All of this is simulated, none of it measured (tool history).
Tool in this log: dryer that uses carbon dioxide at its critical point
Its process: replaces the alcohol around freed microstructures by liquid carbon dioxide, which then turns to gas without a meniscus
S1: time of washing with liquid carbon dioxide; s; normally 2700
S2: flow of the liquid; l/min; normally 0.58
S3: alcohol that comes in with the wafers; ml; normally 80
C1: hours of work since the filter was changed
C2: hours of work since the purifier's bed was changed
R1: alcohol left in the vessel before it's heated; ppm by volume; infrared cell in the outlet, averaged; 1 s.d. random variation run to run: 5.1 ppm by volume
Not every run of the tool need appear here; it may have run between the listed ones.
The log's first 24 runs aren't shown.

Run 25, hour 329.6: usual settings but S1 1680 s, S2 0.738 l/min; C1 87; C2 67. Result: R1 277 ppm by volume.
Run 26, hour 348.5: usual settings but S1 1920 s, S3 89 ml; C1 98; C2 78. Result: R1 462 ppm by volume.
Run 27, hour 358.5: usual settings but S1 3900 s, S2 0.585 l/min, S3 22 ml; C1 104; C2 83. Result: R1 48 ppm by volume.
Run 28, hour 369.8: usual settings but S1 4080 s, S2 0.585 l/min, S3 29 ml; C1 110; C2 90. Result: R1 50 ppm by volume.
Run 29, hour 388.7: usual settings but S1 4080 s, S2 0.585 l/min, S3 29 ml; C1 121; C2 101. Result: R1 57 ppm by volume.
Run 30, hour 401.5: usual settings but S2 0.41 l/min; C1 129; C2 108. Result: R1 469 ppm by volume.
Run 31, hour 412.3: usual settings but S2 0.41 l/min; C1 135; C2 115. Result: R1 462 ppm by volume.
Run 32, hour 421.9: usual settings but S1 3660 s, S2 0.789 l/min, S3 99 ml; C1 141; C2 120. Result: R1 65 ppm by volume.
Run 33, hour 434.8: usual settings but S1 3660 s, S2 0.789 l/min, S3 99 ml; C1 148; C2 128. Result: R1 68 ppm by volume.
Run 34, hour 445.4: usual settings but S1 1920 s, S2 0.364 l/min, S3 26 ml; C1 154; C2 134. Result: R1 645 ppm by volume.
Run 35, hour 458.7: usual settings but S1 1920 s, S2 0.364 l/min, S3 26 ml; C1 162; C2 141. Result: R1 625 ppm by volume.
Run 36, hour 477.1: usual settings but S1 1920 s, S2 0.364 l/min, S3 26 ml; C1 173; C2 152. Result: R1 653 ppm by volume.
Run 37, hour 491.3: usual settings but S2 0.924 l/min, S3 32 ml; C1 181; C2 160. Result: R1 83 ppm by volume.
Run 38, hour 503.7: usual settings but S1 2880 s, S2 0.715 l/min, S3 22 ml; C1 188; C2 167. Result: R1 87 ppm by volume.
Run 39, hour 515.7: usual settings but S1 2880 s, S2 0.715 l/min, S3 22 ml; C1 195; C2 174. Result: R1 91 ppm by volume.
Run 40, hour 533: usual settings but S2 0.381 l/min, S3 62 ml; C1 205; C2 184. Result: R1 516 ppm by volume.
Run 41, hour 550.4: usual settings but S1 2520 s, S2 0.957 l/min, S3 74 ml; C1 215; C2 194. Result: R1 106 ppm by volume.
Run 42, hour 567: usual settings but S1 2520 s, S2 0.957 l/min, S3 74 ml; C1 225; C2 204. Result: R1 109 ppm by volume.
Run 43, hour 581: usual settings but S1 2640 s, S2 0.854 l/min; C1 233; C2 212. Result: R1 121 ppm by volume.
Run 44, hour 600.2: usual settings but S1 4140 s, S2 0.638 l/min, S3 29 ml; C1 244; C2 223. Result: R1 119 ppm by volume.

Forecast run 45:
Run 45, hour 608.9: usual settings but S1 1980 s, S2 0.407 l/min, S3 22 ml; C1 249; C2 228. Result: R1 ?.

Run 45 gave R1 455 ppm by volume.
The same run, on a tool lacking any hidden state, would have yielded R1 304 ppm by volume.
